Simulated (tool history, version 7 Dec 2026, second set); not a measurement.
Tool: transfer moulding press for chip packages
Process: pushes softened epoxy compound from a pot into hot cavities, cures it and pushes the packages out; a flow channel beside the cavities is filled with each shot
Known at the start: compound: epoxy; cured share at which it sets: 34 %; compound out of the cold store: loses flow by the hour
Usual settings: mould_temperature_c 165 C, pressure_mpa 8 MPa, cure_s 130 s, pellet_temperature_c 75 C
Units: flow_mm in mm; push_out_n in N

run,hour,mould_temperature_c,pressure_mpa,cure_s,pellet_temperature_c,incoming compound's hours out of the cold store,flow_mm,push_out_n
1,0,165,8,130,75,45,899,484
# hour 3.6: cavities cleaned with cleaning compound and waxed
2,21.9,171,8,130,75,30.4,912,453
3,44.2,171,8,130,75,16.2,959,447
4,64.5,171,8,130,75,11.6,973,451
# hour 74.7: cavities cleaned with cleaning compound and waxed
5,87.6,165,6.87,130,75,30.8,876,502
6,108.6,161,8,130,75,11.2,1046,666
7,130.4,165,8,130,75,42.5,908,507
8,142.4,165,8,130,75,22.7,968,508
# hour 146.7: cavities cleaned with cleaning compound and waxed
9,158.5,165,8,160,75,32.5,935,457
10,170.9,165,8,160,75,16.3,994,461
11,183.7,158,7.88,143,71,29.1,989,696
12,207.5,158,7.88,143,71,17.1,1032,650
# hour 217.2: cavities cleaned with cleaning compound and waxed
13,220.1,165,6.51,130,75,26.9,863,490
14,234.8,165,8,130,78,20.3,978,510
15,255.5,164,8,112,78,47.1,900,634
16,272.6,162,7.32,130,71,33.8,912,596
# hour 288.1: cavities cleaned with cleaning compound and waxed
17,294.8,161,7.27,116,75,11.5,991,818
18,314.3,161,7.27,116,75,27.7,934,778
19,337.4,161,7.27,116,75,12.2,991,842

4 ways to go on from here, each from the tool as it stands after run 19. What would each give?
A,350.5,164,9.09,160,75,9.5,?,?
B,350.5,166,8,124,75,9,?,?
C,350.5,161,7.27,127,73,31.6,?,?
D,350.5,161,7.12,116,75,13.6,?,?

run,flow_mm,push_out_n
A,1097,462
B,1013,506
C,920,682
D,973,825
Without the tool's hidden state the same runs would have given:
run,flow_mm,push_out_n
A,1098,457
B,1014,501
C,921,675
D,974,818

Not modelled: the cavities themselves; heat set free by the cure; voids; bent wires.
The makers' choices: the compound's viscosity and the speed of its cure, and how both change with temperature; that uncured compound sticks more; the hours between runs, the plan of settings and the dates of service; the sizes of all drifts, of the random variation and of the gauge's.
